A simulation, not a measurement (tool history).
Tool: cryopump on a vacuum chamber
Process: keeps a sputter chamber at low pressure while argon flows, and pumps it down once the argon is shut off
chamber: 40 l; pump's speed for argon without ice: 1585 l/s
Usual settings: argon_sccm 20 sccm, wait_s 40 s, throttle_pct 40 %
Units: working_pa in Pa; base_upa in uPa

run 1 hour=0 | argon_sccm=20 wait_s=40 throttle_pct=40 | working_pa=0.0532 base_upa=2.44
run 2 hour=69.3 | argon_sccm=20 wait_s=40 throttle_pct=40 | working_pa=0.0539 base_upa=2.56
run 3 hour=133.9 | argon_sccm=20 wait_s=40 throttle_pct=40 | working_pa=0.0541 base_upa=2.61
run 4 hour=170.2 | argon_sccm=20 wait_s=61 throttle_pct=40 | working_pa=0.0546 base_upa=2.12
run 5 hour=214.3 | argon_sccm=20 wait_s=61 throttle_pct=40 | working_pa=0.0556 base_upa=2.15
run 6 hour=255.6 | argon_sccm=20 wait_s=61 throttle_pct=40 | working_pa=0.056 base_upa=2.16
run 7 hour=304.6 | argon_sccm=10 wait_s=61 throttle_pct=40 | working_pa=0.0277 base_upa=2.21
run 8 hour=370.1 | argon_sccm=10 wait_s=61 throttle_pct=40 | working_pa=0.0282 base_upa=2.38
run 9 hour=435 | argon_sccm=10 wait_s=61 throttle_pct=40 | working_pa=0.0293 base_upa=2.34
run 10 hour=490.4 | argon_sccm=10 wait_s=61 throttle_pct=40 | working_pa=0.0286 base_upa=2.45
run 11 hour=541.2 | argon_sccm=10 wait_s=61 throttle_pct=40 | working_pa=0.0286 base_upa=2.44
run 12 hour=584.6 | argon_sccm=10 wait_s=61 throttle_pct=40 | working_pa=0.0306 base_upa=2.52
run 13 hour=643.4 | argon_sccm=10 wait_s=61 throttle_pct=40 | working_pa=0.03 base_upa=2.56
run 14 hour=695.2 | argon_sccm=10 wait_s=61 throttle_pct=40 | working_pa=0.0298 base_upa=2.64
run 15 hour=727.7 | argon_sccm=20 wait_s=40 throttle_pct=40 | working_pa=0.0609 base_upa=3.18
run 16 hour=769.7 | argon_sccm=20 wait_s=40 throttle_pct=40 | working_pa=0.0614 base_upa=3.28
run 17 hour=813.6 | argon_sccm=20 wait_s=40 throttle_pct=40 | working_pa=0.0616 base_upa=3.38
-- hour=877.8 pump warmed up, emptied and cooled again
run 18 hour=884.3 | argon_sccm=20 wait_s=30 throttle_pct=19 | working_pa=0.1132 base_upa=3.48
run 19 hour=916.3 | argon_sccm=20 wait_s=30 throttle_pct=19 | working_pa=0.1126 base_upa=3.51
run 20 hour=974.8 | argon_sccm=20 wait_s=30 throttle_pct=19 | working_pa=0.1137 base_upa=3.45
run 21 hour=1024.1 | argon_sccm=29 wait_s=224 throttle_pct=50 | working_pa=0.0636 base_upa=1.77
run 22 hour=1063.5 | argon_sccm=9 wait_s=21 throttle_pct=23 | working_pa=0.0433 base_upa=4.41
run 23 hour=1124.5 | argon_sccm=9 wait_s=21 throttle_pct=23 | working_pa=0.042 base_upa=4.53
run 24 hour=1187.3 | argon_sccm=9 wait_s=21 throttle_pct=23 | working_pa=0.043 base_upa=4.6
run 25 hour=1260.5 | argon_sccm=32 wait_s=40 throttle_pct=17 | working_pa=0.2085 base_upa=3.31
run 26 hour=1313.6 | argon_sccm=32 wait_s=40 throttle_pct=17 | working_pa=0.2076 base_upa=3.41
run 27 hour=1385.3 | argon_sccm=21 wait_s=84 throttle_pct=36 | working_pa=0.0679 base_upa=2.59
-- hour=1438.9 leaking fittings of the chamber tightened, without venting
run 28 hour=1460.7 | argon_sccm=17 wait_s=42 throttle_pct=22 | working_pa=0.0879 base_upa=1.71
run 29 hour=1491.7 | argon_sccm=10 wait_s=40 throttle_pct=22 | working_pa=0.0516 base_upa=1.8
run 30 hour=1544.4 | argon_sccm=29 wait_s=208 throttle_pct=40 | working_pa=0.0874 base_upa=0.61
run 31 hour=1602.5 | argon_sccm=16 wait_s=257 throttle_pct=15 | working_pa=0.1198 base_upa=0.58
run 32 hour=1670.9 | argon_sccm=16 wait_s=257 throttle_pct=15 | working_pa=0.1203 base_upa=0.66
run 33 hour=1729.9 | argon_sccm=16 wait_s=257 throttle_pct=15 | working_pa=0.1208 base_upa=0.7
-- hour=1764.7 pump warmed up, emptied and cooled again
run 34 hour=1799 | argon_sccm=36 wait_s=261 throttle_pct=60 | working_pa=0.0647 base_upa=0.6

Forecast each of these 4 alternatives for the next run:
run A hour=1871.7 | argon_sccm=24 wait_s=189 throttle_pct=57 | working_pa=? base_upa=?
run B hour=1871.7 | argon_sccm=36 wait_s=216 throttle_pct=36 | working_pa=? base_upa=?
run C hour=1871.7 | argon_sccm=22 wait_s=90 throttle_pct=15 | working_pa=? base_upa=?
run D hour=1871.7 | argon_sccm=32 wait_s=261 throttle_pct=50 | working_pa=? base_upa=?

run=A working_pa=0.0458 base_upa=0.78
run=B working_pa=0.109 base_upa=0.7
run=C working_pa=0.1582 base_upa=1.07
run=D working_pa=0.0701 base_upa=0.65
Without the tool's hidden state the same runs would have given:
run=A working_pa=0.0443 base_upa=0.56
run=B working_pa=0.1067 base_upa=0.49
run=C working_pa=0.1568 base_upa=0.85
run=D working_pa=0.0681 base_upa=0.42
